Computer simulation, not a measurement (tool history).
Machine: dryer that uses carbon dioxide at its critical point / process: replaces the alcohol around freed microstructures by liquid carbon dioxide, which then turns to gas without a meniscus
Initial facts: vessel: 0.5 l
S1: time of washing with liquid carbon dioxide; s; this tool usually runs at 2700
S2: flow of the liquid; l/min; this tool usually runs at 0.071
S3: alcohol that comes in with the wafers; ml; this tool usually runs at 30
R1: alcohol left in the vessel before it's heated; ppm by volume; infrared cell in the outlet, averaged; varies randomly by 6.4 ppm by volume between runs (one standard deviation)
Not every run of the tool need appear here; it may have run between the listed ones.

{"run": 1, "hour": 0.0, "S1": 2700, "S2": 0.071, "S3": 30, "R1": 611}
{"run": 2, "hour": 29.1, "S1": 2700, "S2": 0.071, "S3": 30, "R1": 602}
{"run": 3, "hour": 88.5, "S1": 2700, "S2": 0.071, "S3": 76, "R1": 1415}
{"run": 4, "hour": 134.7, "S1": 2700, "S2": 0.071, "S3": 30, "R1": 668}
{"run": 5, "hour": 197.1, "S1": 2700, "S2": 0.071, "S3": 30, "R1": 568}
{"run": 6, "hour": 240.1, "S1": 2700, "S2": 0.071, "S3": 30, "R1": 602}
{"run": 7, "hour": 294.5, "S1": 2700, "S2": 0.071, "S3": 30, "R1": 648}
{"run": 8, "hour": 336.1, "S1": 2700, "S2": 0.0462, "S3": 30, "R1": 2035}
{"run": 9, "hour": 362.8, "S1": 4260, "S2": 0.0768, "S3": 38, "R1": 27}
{"run": 10, "hour": 422.4, "S1": 2040, "S2": 0.0504, "S3": 74, "R1": 9279}
{"run": 11, "hour": 456.5, "S1": 2040, "S2": 0.0504, "S3": 74, "R1": 9642}
{"run": 12, "hour": 509.6, "S1": 2700, "S2": 0.0801, "S3": 31, "R1": 195}
{"run": 13, "hour": 561.3, "S1": 2040, "S2": 0.1046, "S3": 30, "R1": 208}

Missing from the log above: 2 entries noted between runs. For each, name the pair of listed runs it sits between and say how the tool's hidden condition differs from the listed run just before to the listed run just after:
Logged between run 4 and run 5: purifier's bed changed (hour 164.6)
  flow that reaches the vessel past the clogged filter, %: 87.6 -> 86.3; alcohol in the recycled carbon dioxide, ppm: 156.9 -> 7.8
  measured result minus the result with no hidden state, R1: +400 -> +301 ppm by volume
Logged between run 7 and run 8: inlet filter changed (hour 320)
  flow that reaches the vessel past the clogged filter, %: 84.2 -> 99.2; alcohol in the recycled carbon dioxide, ppm: 14.9 -> 17.6
  measured result minus the result with no hidden state, R1: +373 -> +69 ppm by volume

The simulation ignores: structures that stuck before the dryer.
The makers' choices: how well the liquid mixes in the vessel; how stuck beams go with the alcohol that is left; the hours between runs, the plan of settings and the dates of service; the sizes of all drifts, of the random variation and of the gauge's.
